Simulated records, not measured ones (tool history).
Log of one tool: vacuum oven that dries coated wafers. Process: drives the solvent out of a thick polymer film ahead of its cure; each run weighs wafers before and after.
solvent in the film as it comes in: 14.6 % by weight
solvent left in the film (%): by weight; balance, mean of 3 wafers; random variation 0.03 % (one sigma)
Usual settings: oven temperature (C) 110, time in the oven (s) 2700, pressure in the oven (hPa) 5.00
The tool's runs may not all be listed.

{"run": 1, "hour": 0.0, "oven temperature (C)": 110, "time in the oven (s)": 2700, "pressure in the oven (hPa)": 5.0, "solvent left in the film (%)": 3.72}
{"run": 2, "hour": 25.6, "oven temperature (C)": 110, "time in the oven (s)": 2700, "pressure in the oven (hPa)": 5.0, "solvent left in the film (%)": 3.76}
{"run": 3, "hour": 49.9, "oven temperature (C)": 110, "time in the oven (s)": 2700, "pressure in the oven (hPa)": 5.0, "solvent left in the film (%)": 3.74}
{"run": 4, "hour": 83.5, "oven temperature (C)": 110, "time in the oven (s)": 2700, "pressure in the oven (hPa)": 5.0, "solvent left in the film (%)": 3.77}
{"run": 5, "hour": 101.9, "oven temperature (C)": 110, "time in the oven (s)": 2700, "pressure in the oven (hPa)": 5.0, "solvent left in the film (%)": 3.82}
{"run": 6, "hour": 121.0, "oven temperature (C)": 110, "time in the oven (s)": 2700, "pressure in the oven (hPa)": 5.0, "solvent left in the film (%)": 3.81}
{"run": 7, "hour": 154.5, "oven temperature (C)": 110, "time in the oven (s)": 1500, "pressure in the oven (hPa)": 5.0, "solvent left in the film (%)": 6.22}
{"run": 8, "hour": 172.0, "oven temperature (C)": 110, "time in the oven (s)": 2700, "pressure in the oven (hPa)": 5.0, "solvent left in the film (%)": 3.8}
{"run": 9, "hour": 194.8, "oven temperature (C)": 110, "time in the oven (s)": 1860, "pressure in the oven (hPa)": 5.0, "solvent left in the film (%)": 5.39}
{"run": 10, "hour": 225.1, "oven temperature (C)": 110, "time in the oven (s)": 1860, "pressure in the oven (hPa)": 5.0, "solvent left in the film (%)": 5.31}
{"run": 11, "hour": 255.8, "oven temperature (C)": 110, "time in the oven (s)": 2700, "pressure in the oven (hPa)": 5.0, "solvent left in the film (%)": 3.82}
{"run": 12, "hour": 275.0, "oven temperature (C)": 110, "time in the oven (s)": 2700, "pressure in the oven (hPa)": 5.0, "solvent left in the film (%)": 3.82}
{"run": 13, "hour": 307.8, "oven temperature (C)": 110, "time in the oven (s)": 4740, "pressure in the oven (hPa)": 5.0, "solvent left in the film (%)": 1.76}
{"run": 14, "hour": 341.1, "oven temperature (C)": 110, "time in the oven (s)": 2700, "pressure in the oven (hPa)": 5.0, "solvent left in the film (%)": 3.85}
{"run": 15, "hour": 355.6, "oven temperature (C)": 99, "time in the oven (s)": 2700, "pressure in the oven (hPa)": 5.0, "solvent left in the film (%)": 6.11}
{"run": 16, "hour": 385.0, "oven temperature (C)": 99, "time in the oven (s)": 2700, "pressure in the oven (hPa)": 5.0, "solvent left in the film (%)": 6.01}
{"run": 17, "hour": 416.7, "oven temperature (C)": 100, "time in the oven (s)": 2700, "pressure in the oven (hPa)": 10.86, "solvent left in the film (%)": 6.17}
{"hour": 420.4, "done": "vacuum gauge cleaned of residue and calibrated"}
{"run": 18, "hour": 436.3, "oven temperature (C)": 117, "time in the oven (s)": 2160, "pressure in the oven (hPa)": 4.03, "solvent left in the film (%)": 3.41}
{"run": 19, "hour": 462.3, "oven temperature (C)": 95, "time in the oven (s)": 2160, "pressure in the oven (hPa)": 4.03, "solvent left in the film (%)": 7.62}
{"run": 20, "hour": 490.8, "oven temperature (C)": 95, "time in the oven (s)": 2160, "pressure in the oven (hPa)": 4.03, "solvent left in the film (%)": 7.66}
{"hour": 495.1, "done": "vacuum gauge cleaned of residue and calibrated, once more"}
{"run": 21, "hour": 519.2, "oven temperature (C)": 95, "time in the oven (s)": 3180, "pressure in the oven (hPa)": 6.52, "solvent left in the film (%)": 6.23}
{"run": 22, "hour": 550.4, "oven temperature (C)": 115, "time in the oven (s)": 2340, "pressure in the oven (hPa)": 5.0, "solvent left in the film (%)": 3.5}
{"run": 23, "hour": 564.4, "oven temperature (C)": 115, "time in the oven (s)": 2820, "pressure in the oven (hPa)": 15.08, "solvent left in the film (%)": 3.21}
{"run": 24, "hour": 586.1, "oven temperature (C)": 113, "time in the oven (s)": 4080, "pressure in the oven (hPa)": 4.98, "solvent left in the film (%)": 1.77}
{"run": 25, "hour": 614.1, "oven temperature (C)": 113, "time in the oven (s)": 4080, "pressure in the oven (hPa)": 4.98, "solvent left in the film (%)": 1.84}
{"run": 26, "hour": 641.2, "oven temperature (C)": 111, "time in the oven (s)": 3840, "pressure in the oven (hPa)": 3.62, "solvent left in the film (%)": 2.25}
{"run": 27, "hour": 655.6, "oven temperature (C)": 111, "time in the oven (s)": 3840, "pressure in the oven (hPa)": 3.62, "solvent left in the film (%)": 2.18}
{"run": 28, "hour": 677.4, "oven temperature (C)": 110, "time in the oven (s)": 2700, "pressure in the oven (hPa)": 13.49, "solvent left in the film (%)": 4.27}
{"run": 29, "hour": 692.5, "oven temperature (C)": 110, "time in the oven (s)": 2700, "pressure in the oven (hPa)": 13.49, "solvent left in the film (%)": 4.24}
{"run": 30, "hour": 726.4, "oven temperature (C)": 116, "time in the oven (s)": 2700, "pressure in the oven (hPa)": 6.39, "solvent left in the film (%)": 2.82}
{"run": 31, "hour": 747.2, "oven temperature (C)": 116, "time in the oven (s)": 2700, "pressure in the oven (hPa)": 10.88, "solvent left in the film (%)": 3.03}
{"run": 32, "hour": 774.2, "oven temperature (C)": 116, "time in the oven (s)": 2700, "pressure in the oven (hPa)": 10.88, "solvent left in the film (%)": 3.05}

3 ways to go on from here, each from the tool as it stands after run 32. What would each give?
{"run": "A", "hour": 788.7, "oven temperature (C)": 110, "time in the oven (s)": 2700, "pressure in the oven (hPa)": 11.87, "solvent left in the film (%)": "?"}
{"run": "B", "hour": 788.7, "oven temperature (C)": 115, "time in the oven (s)": 2700, "pressure in the oven (hPa)": 10.88, "solvent left in the film (%)": "?"}
{"run": "C", "hour": 788.7, "oven temperature (C)": 107, "time in the oven (s)": 2640, "pressure in the oven (hPa)": 5.0, "solvent left in the film (%)": "?"}

run=A solvent_left_in_the_film_(%)=4.24
run=B solvent_left_in_the_film_(%)=3.21
run=C solvent_left_in_the_film_(%)=4.50
Without the tool's hidden state the same runs would have given:
run=A solvent_left_in_the_film_(%)=4.06
run=B solvent_left_in_the_film_(%)=3.05
run=C solvent_left_in_the_film_(%)=4.32
